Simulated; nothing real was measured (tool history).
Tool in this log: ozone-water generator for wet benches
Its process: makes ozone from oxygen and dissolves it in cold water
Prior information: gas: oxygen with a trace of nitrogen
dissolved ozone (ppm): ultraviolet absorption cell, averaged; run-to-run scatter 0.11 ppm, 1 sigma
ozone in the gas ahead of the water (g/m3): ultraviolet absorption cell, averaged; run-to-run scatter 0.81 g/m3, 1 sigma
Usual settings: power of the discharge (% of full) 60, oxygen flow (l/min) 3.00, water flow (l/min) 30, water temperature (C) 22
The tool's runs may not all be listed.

run   hour  power of the discharge (% of full)  oxygen flow (l/min)  water flow (l/min)  water temperature (C)  dissolved ozone (ppm)  ozone in the gas ahead of the water (g/m3)
  1    0.0                                  60                 3.00                  30                     22                    7.7                                       126.9
  2   21.0                                  60                 3.00                  30                     22                    7.7                                       126.1
  3   49.7                                  60                 3.00                  30                     22                    7.8                                       126.6
  4   66.5                                  60                 3.00                  30                     22                    7.9                                       126.4
      72.4  -- contactor cleaned
  5  103.2                                  60                 3.00                  30                     22                    7.7                                       128.2
  6  134.8                                  60                 3.00                  30                     22                    7.5                                       126.7
  7  154.0                                  60                 3.00                  30                     15                    8.0                                       126.3
  8  168.2                                  60                 3.00                  30                     15                    8.2                                       126.4
  9  195.5                                  60                 2.76                  28                     15                    8.8                                       130.2
 10  228.7                                  89                 2.27                  25                     22                   10.8                                       181.4
 11  258.6                                  60                 2.21                  30                     16                    7.2                                       141.0
     267.5  -- contactor cleaned, once more
 12  292.8                                  60                 2.21                  30                     16                    7.4                                       141.9
 13  318.2                                  60                 2.04                  46                     27                    4.2                                       146.5
 14  332.2                                  60                 2.04                  33                     14                    6.4                                       146.5
 15  364.5                                  60                 2.04                  33                     14                    6.4                                       146.1

Each row is a separate what-if for the run after 15, all from the same tool condition, not one after another. Results?
  A  383.1                                  60                 2.65                  33                     14                      ?                                           ?
  B  383.1                                  60                 2.79                  48                     19                      ?                                           ?
  C  383.1                                  82                 3.24                  42                     22                      ?                                           ?
  D  383.1                                  61                 3.92                  45                     14                      ?                                           ?
  E  383.1                                  60                 4.52                  33                     14                      ?                                           ?

run  dissolved ozone (ppm)  ozone in the gas ahead of the water (g/m3)
  A                    7.2                                       131.5
  B                    4.6                                       130.4
  C                    7.0                                       147.9
  D                    6.3                                       114.2
  E                    9.0                                       108.0
What these runs would have given with no unlogged condition in the tool:
run  dissolved ozone (ppm)  ozone in the gas ahead of the water (g/m3)
  A                    7.3                                       132.8
  B                    4.7                                       131.7
  C                    7.1                                       149.7
  D                    6.4                                       115.3
  E                    9.1                                       109.1
